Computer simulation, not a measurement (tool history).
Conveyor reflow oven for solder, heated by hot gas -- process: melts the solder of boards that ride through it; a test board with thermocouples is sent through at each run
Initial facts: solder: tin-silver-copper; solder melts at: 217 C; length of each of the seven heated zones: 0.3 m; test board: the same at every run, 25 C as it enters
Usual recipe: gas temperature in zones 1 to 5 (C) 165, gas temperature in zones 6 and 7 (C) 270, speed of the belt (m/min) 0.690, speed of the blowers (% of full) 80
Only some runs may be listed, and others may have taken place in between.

run,day,gas temperature in zones 1 to 5 (C),gas temperature in zones 6 and 7 (C),speed of the belt (m/min),speed of the blowers (% of full),highest temperature of the board (C),time above the solder's melting point (s)
1,0.000,165,270,0.690,80,249.7,34.9
2,0.579,165,270,0.690,80,249.4,34.9
3,1.108,165,270,0.690,84,250.3,35.4
4,1.850,165,270,0.690,80,249.5,34.9
5,2.362,165,270,0.690,80,249.3,34.7
6,2.683,165,270,0.690,80,249.2,34.9
7,3.279,168,270,0.690,80,250.1,35.7
8,3.608,165,284,0.690,55,253.5,36.2
9,4.258,165,284,0.822,80,252.5,29.7
10,4.908,165,284,0.603,80,266.5,49.0
11,5.625,153,284,0.689,80,258.3,36.7
12,6.121,165,270,0.690,84,249.9,35.1
13,6.838,165,270,0.690,84,249.4,35.2

Alternative continuations, all from the tool just after run 13; predict every row:
A,7.404,158,270,0.690,80,?,?
B,7.404,172,261,0.648,80,?,?
C,7.404,171,264,0.713,80,?,?
D,7.404,171,260,0.763,80,?,?

run,highest temperature of the board (C),time above the solder's melting point (s)
A,247.5,32.0
B,244.8,36.6
C,244.0,31.6
D,238.4,25.6
Had the tool no hidden state, the same runs would have come out as:
run,highest temperature of the board (C),time above the solder's melting point (s)
A,247.3,31.9
B,244.4,36.3
C,243.7,31.4
D,238.2,25.4
